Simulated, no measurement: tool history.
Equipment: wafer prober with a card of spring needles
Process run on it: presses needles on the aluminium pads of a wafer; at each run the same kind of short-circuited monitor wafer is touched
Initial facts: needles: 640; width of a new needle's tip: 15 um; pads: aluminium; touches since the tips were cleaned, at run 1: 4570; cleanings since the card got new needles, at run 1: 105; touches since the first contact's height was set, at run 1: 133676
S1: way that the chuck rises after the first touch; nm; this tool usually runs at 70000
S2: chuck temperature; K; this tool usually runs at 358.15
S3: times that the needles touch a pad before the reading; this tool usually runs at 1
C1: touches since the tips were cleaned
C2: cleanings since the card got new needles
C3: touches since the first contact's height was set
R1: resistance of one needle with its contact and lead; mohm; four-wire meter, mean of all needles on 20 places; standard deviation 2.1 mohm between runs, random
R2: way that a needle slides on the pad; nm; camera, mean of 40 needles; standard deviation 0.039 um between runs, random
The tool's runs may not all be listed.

run   hour     S1      S2  S3    C1   C2      C3   R1     R2
  1    0.0  70000  358.15   1  4570  105  133676  232   8540
       5.6  -- tips cleaned on abrasive film
      19.3  -- tips cleaned on abrasive film
      30.6  -- tips cleaned on abrasive film
  2   37.6  70000  358.15   1  3784  108  153831  232   8570
      43.4  -- tips cleaned on abrasive film
      57.5  -- tips cleaned on abrasive film
  3   63.5  70000  358.15   1  3220  110  167683  231   8550
      69.2  -- tips cleaned on abrasive film
      80.6  -- tips cleaned on abrasive film
  4   91.0  70000  358.15   1  5630  112  182427  231   8520
      93.7  -- tips cleaned on abrasive film
     105.0  -- tips cleaned on abrasive film
     119.0  -- tips cleaned on abrasive film
     130.5  -- height of the first contact set anew
     133.1  -- tips cleaned on abrasive film
  5  140.3  70000  358.15   1  3882  116    5208  232   8560
     146.0  -- tips cleaned on abrasive film
     159.8  -- tips cleaned on abrasive film
     171.1  -- tips cleaned on abrasive film
     184.9  -- tips cleaned on abrasive film
  6  193.5  70000  358.15   1  4628  120   33714  229   8500
     196.4  -- tips cleaned on abrasive film
     210.6  -- tips cleaned on abrasive film
     224.6  -- tips cleaned on abrasive film
     236.0  -- tips cleaned on abrasive film
  7  241.3  82000  358.15   1  2886  124   59313  226  10070
     249.4  -- tips cleaned on abrasive film
     262.9  -- tips cleaned on abrasive film
     276.5  -- tips cleaned on abrasive film
  8  277.2  82000  358.15   1   355  127   78485  232  10070
     290.6  -- tips cleaned on abrasive film
     304.6  -- tips cleaned on abrasive film
     316.7  -- tips cleaned on abrasive film
  9  316.7  82000  358.15   1     0  130   99637  226  10080
     330.6  -- tips cleaned on abrasive film
     344.7  -- tips cleaned on abrasive film
     356.0  -- tips cleaned on abrasive film
 10  356.7  82000  358.15   1   353  133  121075  230  10070
     368.0  -- tips cleaned on abrasive film
     379.4  -- tips cleaned on abrasive film
     393.6  -- tips cleaned on abrasive film
     407.5  -- tips cleaned on abrasive film
 11  407.5  70000  358.15   1     0  137  148268  230   8590
     421.4  -- tips cleaned on abrasive film
     434.4  -- tips cleaned on abrasive film
     448.6  -- tips cleaned on abrasive film
 12  451.4  70000  323.15   1  1514  140  171796  222   8620
     462.6  -- tips cleaned on abrasive film
     475.8  -- tips cleaned on abrasive film
 13  486.2  67000  323.15   1  5598  142  190470  223   8250
     489.1  -- tips cleaned on abrasive film
     503.3  -- tips cleaned on abrasive film
     512.0  -- height of the first contact set anew
     517.6  -- tips cleaned on abrasive film
 14  520.1  67000  323.15   1  1344  145    4296  223   8230
     531.4  -- tips cleaned on abrasive film
     542.8  -- tips cleaned on abrasive film
     556.4  -- tips cleaned on abrasive film
 15  565.4  69000  390.15   1  4846  148   28611  237   8460
     568.3  -- tips cleaned on abrasive film
     579.7  -- tips cleaned on abrasive film
     593.7  -- tips cleaned on abrasive film
     607.5  -- tips cleaned on abrasive film
 16  615.1  69000  390.15   1  4064  152   55179  240   8530
     620.5  -- tips cleaned on abrasive film
     634.7  -- tips cleaned on abrasive film
     648.5  -- tips cleaned on abrasive film
 17  653.1  69000  358.15   1  2489  155   75536  234   8460

What does the tool deliver on the next run?
     661.1  -- tips cleaned on abrasive film
     672.5  -- tips cleaned on abrasive film
     683.8  -- tips cleaned on abrasive film
     697.6  -- tips cleaned on abrasive film
 18  704.2  69000  358.15   1  3574  159  102902   ?   ?

{"run 18": {"R1": 233, "R2": 8600}}
Without the tool's hidden state the same run would have given R1 232 mohm, R2 8450 nm.
